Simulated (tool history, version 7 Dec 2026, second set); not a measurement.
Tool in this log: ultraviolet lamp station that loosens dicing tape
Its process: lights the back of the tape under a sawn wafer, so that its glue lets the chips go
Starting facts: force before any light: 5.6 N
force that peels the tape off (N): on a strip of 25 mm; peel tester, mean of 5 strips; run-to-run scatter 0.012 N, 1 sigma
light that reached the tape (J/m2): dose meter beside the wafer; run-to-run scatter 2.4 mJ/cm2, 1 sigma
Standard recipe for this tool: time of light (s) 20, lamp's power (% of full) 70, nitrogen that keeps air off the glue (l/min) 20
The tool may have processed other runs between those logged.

run,hour,time of light (s),lamp's power (% of full),nitrogen that keeps air off the glue (l/min),force that peels the tape off (N),light that reached the tape (J/m2)
1,0,20,70,20,1.115,1790
2,37.4,20,70,20,1.099,1790
3,80.6,20,70,20,1.166,1700
4,124,20,70,20,1.164,1750
5,184.3,35,70,20,0.402,2960
6,248.8,35,70,20,0.398,2870
7,316.7,39,70,20,0.386,3140
8,361,20,70,20,1.3,1610
# hour 367.5: window cleaned of glue's vapour
9,429.5,20,70,20,1.422,1500
10,499,20,70,20,1.484,1480
11,553.1,20,70,20,1.444,1440
# hour 586.9: window cleaned of glue's vapour, once more
12,624.6,21,70,19,1.205,1700
13,664.2,11,68,31,2.208,870
14,737,10,77,8,3.175,890
15,794.2,20,76,8,1.89,1680
16,833.1,20,76,8,1.989,1640
17,876.8,20,76,8,1.91,1590

Each row is a separate what-if for the run after 17, all from the same tool condition, not one after another. Results?
# hour 906.4: lamp changed
A,943.7,31,78,14,?,?
# hour 906.4: lamp changed
B,943.7,20,81,29,?,?
# hour 906.4: lamp changed
C,943.7,20,76,18,?,?
# hour 906.4: lamp changed
D,943.7,13,70,20,?,?

run,force that peels the tape off (N),light that reached the tape (J/m2)
A,0.263,4230
B,0.35,2840
C,0.59,2660
D,1.274,1600
Without the tool's unlogged condition, the same runs would have read:
run,force that peels the tape off (N),light that reached the tape (J/m2)
A,0.229,4520
B,0.303,3040
C,0.515,2840
D,1.156,1710
